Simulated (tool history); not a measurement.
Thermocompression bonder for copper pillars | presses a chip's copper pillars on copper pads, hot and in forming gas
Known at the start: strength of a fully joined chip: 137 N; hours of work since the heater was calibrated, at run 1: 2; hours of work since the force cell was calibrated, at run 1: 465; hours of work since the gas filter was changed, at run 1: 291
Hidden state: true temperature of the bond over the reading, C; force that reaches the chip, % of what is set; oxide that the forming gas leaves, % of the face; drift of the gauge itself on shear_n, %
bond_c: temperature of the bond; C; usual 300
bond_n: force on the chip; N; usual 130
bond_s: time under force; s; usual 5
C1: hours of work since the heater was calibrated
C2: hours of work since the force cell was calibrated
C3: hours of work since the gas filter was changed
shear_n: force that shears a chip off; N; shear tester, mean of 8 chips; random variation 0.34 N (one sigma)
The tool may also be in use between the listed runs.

run 1 hour=0.0 | bond_c=300 bond_n=130 bond_s=5 | C1=2 C2=465 C3=291 | shear_n=47.4
run 2 hour=15.6 | bond_c=300 bond_n=130 bond_s=5 | C1=8 C2=471 C3=297 | shear_n=47.3
run 3 hour=41.6 | bond_c=274 bond_n=130 bond_s=5 | C1=19 C2=482 C3=308 | shear_n=32.2
run 4 hour=71.3 | bond_c=274 bond_n=130 bond_s=5 | C1=31 C2=494 C3=320 | shear_n=32.3
run 5 hour=90.3 | bond_c=274 bond_n=130 bond_s=5 | C1=39 C2=502 C3=327 | shear_n=32.3
run 6 hour=104.3 | bond_c=274 bond_n=130 bond_s=5 | C1=44 C2=507 C3=333 | shear_n=32.0
run 7 hour=126.4 | bond_c=328 bond_n=130 bond_s=8 | C1=53 C2=516 C3=342 | shear_n=75.3
-- hour=150.4 forming gas filter changed
run 8 hour=151.1 | bond_c=274 bond_n=187 bond_s=5 | C1=63 C2=526 C3=0 | shear_n=42.2
-- hour=155.0 heater calibrated with a thermocouple chip
run 9 hour=170.2 | bond_c=276 bond_n=187 bond_s=4 | C1=6 C2=533 C3=7 | shear_n=40.4
run 10 hour=197.0 | bond_c=276 bond_n=187 bond_s=4 | C1=17 C2=544 C3=18 | shear_n=39.3
run 11 hour=220.6 | bond_c=276 bond_n=187 bond_s=4 | C1=26 C2=553 C3=28 | shear_n=39.6
run 12 hour=245.3 | bond_c=276 bond_n=187 bond_s=4 | C1=36 C2=563 C3=38 | shear_n=39.4

Forecast each of these 3 alternatives for the next run:
run A hour=266.2 | bond_c=314 bond_n=176 bond_s=3 | C1=45 C2=572 C3=46 | shear_n=?
run B hour=266.2 | bond_c=284 bond_n=185 bond_s=5 | C1=45 C2=572 C3=46 | shear_n=?
run C hour=266.2 | bond_c=300 bond_n=130 bond_s=4 | C1=45 C2=572 C3=46 | shear_n=?

run=A shear_n=56.8
run=B shear_n=47.1
run=C shear_n=45.4
Without the tool's hidden state the same runs would have given:
run=A shear_n=56.9
run=B shear_n=47.3
run=C shear_n=45.5
